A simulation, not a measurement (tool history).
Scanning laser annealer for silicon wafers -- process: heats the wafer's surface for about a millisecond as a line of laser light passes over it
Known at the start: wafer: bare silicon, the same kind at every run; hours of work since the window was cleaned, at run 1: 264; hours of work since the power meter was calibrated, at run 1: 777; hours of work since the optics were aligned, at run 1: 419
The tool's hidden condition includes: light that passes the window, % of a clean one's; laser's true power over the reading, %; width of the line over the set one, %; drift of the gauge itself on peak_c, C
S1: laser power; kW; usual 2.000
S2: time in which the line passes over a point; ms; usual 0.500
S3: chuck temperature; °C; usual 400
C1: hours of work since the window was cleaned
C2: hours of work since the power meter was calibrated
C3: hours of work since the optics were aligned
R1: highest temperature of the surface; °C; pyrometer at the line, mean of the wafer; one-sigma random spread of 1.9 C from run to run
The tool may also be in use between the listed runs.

run   hour     S1     S2   S3   C1    C2   C3    R1
  1    0.0  2.000  0.500  400  264   777  419  1222
  2   28.2  2.000  0.565  400  283   797  439  1269
  3   68.8  2.000  0.565  380  312   826  468  1247
  4   94.3  2.000  0.565  380  330   844  486  1246
  5  114.7  2.000  0.565  380  344   858  500  1244
  6  141.7  2.000  0.565  380  363   877  519  1249
  7  177.5  2.000  0.565  380  389   902  544  1247
  8  204.0  2.000  0.565  380  407   921  563  1249
     236.6  -- window over the wafer cleaned
  9  236.6  2.000  0.565  380    0   943  585  1250
 10  256.4  1.826  0.400  406   14   957  599  1085
 11  297.9  1.846  0.516  406   43   986  628  1170
 12  330.0  1.846  0.516  406   66  1008  650  1176

Alternative continuations, all from the tool just after run 12; predict every row:
  A  361.9  1.856  0.517  396  88  1031  673   ?
  B  361.9  2.097  0.509  400  88  1031  673   ?
  C  361.9  2.116  0.556  399  88  1031  673   ?
  D  361.9  2.000  0.610  400  88  1031  673   ?

run    R1
  A  1171
  B  1269
  C  1309
  D  1299
Take away the tool's hidden state, keep each run's random variation, and the runs would have read:
run    R1
  A  1171
  B  1270
  C  1309
  D  1299
